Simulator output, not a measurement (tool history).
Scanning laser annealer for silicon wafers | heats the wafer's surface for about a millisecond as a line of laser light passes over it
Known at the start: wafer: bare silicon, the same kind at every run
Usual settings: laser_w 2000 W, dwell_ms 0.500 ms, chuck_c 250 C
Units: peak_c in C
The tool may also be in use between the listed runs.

{"run": 1, "hour": 0.0, "laser_w": 2000, "dwell_ms": 0.5, "chuck_c": 250, "peak_c": 1032}
{"run": 2, "hour": 10.4, "laser_w": 2000, "dwell_ms": 0.5, "chuck_c": 250, "peak_c": 1033}
{"run": 3, "hour": 23.6, "laser_w": 2000, "dwell_ms": 0.5, "chuck_c": 250, "peak_c": 1032}
{"run": 4, "hour": 32.8, "laser_w": 1904, "dwell_ms": 0.5, "chuck_c": 250, "peak_c": 993}
{"run": 5, "hour": 40.7, "laser_w": 1904, "dwell_ms": 0.5, "chuck_c": 250, "peak_c": 988}
{"run": 6, "hour": 50.3, "laser_w": 1904, "dwell_ms": 0.5, "chuck_c": 250, "peak_c": 993}
{"run": 7, "hour": 64.6, "laser_w": 1904, "dwell_ms": 0.5, "chuck_c": 250, "peak_c": 989}
{"run": 8, "hour": 74.7, "laser_w": 2000, "dwell_ms": 0.467, "chuck_c": 250, "peak_c": 1004}
{"run": 9, "hour": 90.6, "laser_w": 2000, "dwell_ms": 0.467, "chuck_c": 250, "peak_c": 1006}
{"run": 10, "hour": 106.5, "laser_w": 2000, "dwell_ms": 0.467, "chuck_c": 250, "peak_c": 1007}
{"run": 11, "hour": 122.1, "laser_w": 2000, "dwell_ms": 0.467, "chuck_c": 250, "peak_c": 1004}
{"run": 12, "hour": 138.9, "laser_w": 2000, "dwell_ms": 0.5, "chuck_c": 250, "peak_c": 1032}
{"run": 13, "hour": 148.9, "laser_w": 2000, "dwell_ms": 0.5, "chuck_c": 287, "peak_c": 1069}
{"run": 14, "hour": 157.8, "laser_w": 2000, "dwell_ms": 0.5, "chuck_c": 287, "peak_c": 1070}
{"run": 15, "hour": 168.7, "laser_w": 2000, "dwell_ms": 0.5, "chuck_c": 287, "peak_c": 1069}
{"run": 16, "hour": 179.4, "laser_w": 2000, "dwell_ms": 0.5, "chuck_c": 287, "peak_c": 1069}
{"run": 17, "hour": 189.5, "laser_w": 2000, "dwell_ms": 0.469, "chuck_c": 287, "peak_c": 1044}
{"run": 18, "hour": 203.9, "laser_w": 2000, "dwell_ms": 0.469, "chuck_c": 287, "peak_c": 1043}
{"run": 19, "hour": 214.8, "laser_w": 2000, "dwell_ms": 0.469, "chuck_c": 287, "peak_c": 1045}
{"run": 20, "hour": 227.9, "laser_w": 2000, "dwell_ms": 0.5, "chuck_c": 250, "peak_c": 1032}
{"run": 21, "hour": 245.0, "laser_w": 2000, "dwell_ms": 0.5, "chuck_c": 250, "peak_c": 1032}
{"run": 22, "hour": 259.8, "laser_w": 1842, "dwell_ms": 0.516, "chuck_c": 250, "peak_c": 976}
{"run": 23, "hour": 268.9, "laser_w": 1842, "dwell_ms": 0.516, "chuck_c": 250, "peak_c": 974}
{"run": 24, "hour": 277.9, "laser_w": 1958, "dwell_ms": 0.456, "chuck_c": 285, "peak_c": 1016}
{"run": 25, "hour": 286.0, "laser_w": 2093, "dwell_ms": 0.5, "chuck_c": 246, "peak_c": 1066}
{"run": 26, "hour": 302.8, "laser_w": 2093, "dwell_ms": 0.5, "chuck_c": 246, "peak_c": 1068}
{"run": 27, "hour": 311.7, "laser_w": 2168, "dwell_ms": 0.355, "chuck_c": 277, "peak_c": 994}
{"run": 28, "hour": 321.2, "laser_w": 2000, "dwell_ms": 0.376, "chuck_c": 252, "peak_c": 930}
{"run": 29, "hour": 335.9, "laser_w": 1909, "dwell_ms": 0.584, "chuck_c": 224, "peak_c": 1026}
{"run": 30, "hour": 351.1, "laser_w": 1794, "dwell_ms": 0.601, "chuck_c": 221, "peak_c": 982}
{"run": 31, "hour": 367.5, "laser_w": 2037, "dwell_ms": 0.468, "chuck_c": 212, "peak_c": 982}
{"run": 32, "hour": 379.2, "laser_w": 1805, "dwell_ms": 0.5, "chuck_c": 214, "peak_c": 909}
{"run": 33, "hour": 389.1, "laser_w": 1805, "dwell_ms": 0.457, "chuck_c": 283, "peak_c": 950}
{"run": 34, "hour": 404.6, "laser_w": 1961, "dwell_ms": 0.513, "chuck_c": 270, "peak_c": 1045}
{"run": 35, "hour": 411.9, "laser_w": 1961, "dwell_ms": 0.404, "chuck_c": 270, "peak_c": 956}
{"run": 36, "hour": 419.7, "laser_w": 1961, "dwell_ms": 0.404, "chuck_c": 270, "peak_c": 956}
{"run": 37, "hour": 429.2, "laser_w": 1854, "dwell_ms": 0.5, "chuck_c": 274, "peak_c": 995}
{"run": 38, "hour": 438.2, "laser_w": 2000, "dwell_ms": 0.447, "chuck_c": 211, "peak_c": 949}
{"run": 39, "hour": 449.8, "laser_w": 2090, "dwell_ms": 0.491, "chuck_c": 273, "peak_c": 1087}
{"run": 40, "hour": 464.0, "laser_w": 2090, "dwell_ms": 0.491, "chuck_c": 246, "peak_c": 1060}
{"run": 41, "hour": 480.4, "laser_w": 2090, "dwell_ms": 0.543, "chuck_c": 210, "peak_c": 1065}

Forecast each of these 3 alternatives for the next run:
{"run": "A", "hour": 493.4, "laser_w": 2055, "dwell_ms": 0.594, "chuck_c": 274, "peak_c": "?"}
{"run": "B", "hour": 493.4, "laser_w": 2140, "dwell_ms": 0.369, "chuck_c": 250, "peak_c": "?"}
{"run": "C", "hour": 493.4, "laser_w": 2131, "dwell_ms": 0.434, "chuck_c": 250, "peak_c": "?"}

run=A peak_c=1155
run=B peak_c=972
run=C peak_c=1031
Without the tool's hidden state the same runs would have given:
run=A peak_c=1156
run=B peak_c=973
run=C peak_c=1032

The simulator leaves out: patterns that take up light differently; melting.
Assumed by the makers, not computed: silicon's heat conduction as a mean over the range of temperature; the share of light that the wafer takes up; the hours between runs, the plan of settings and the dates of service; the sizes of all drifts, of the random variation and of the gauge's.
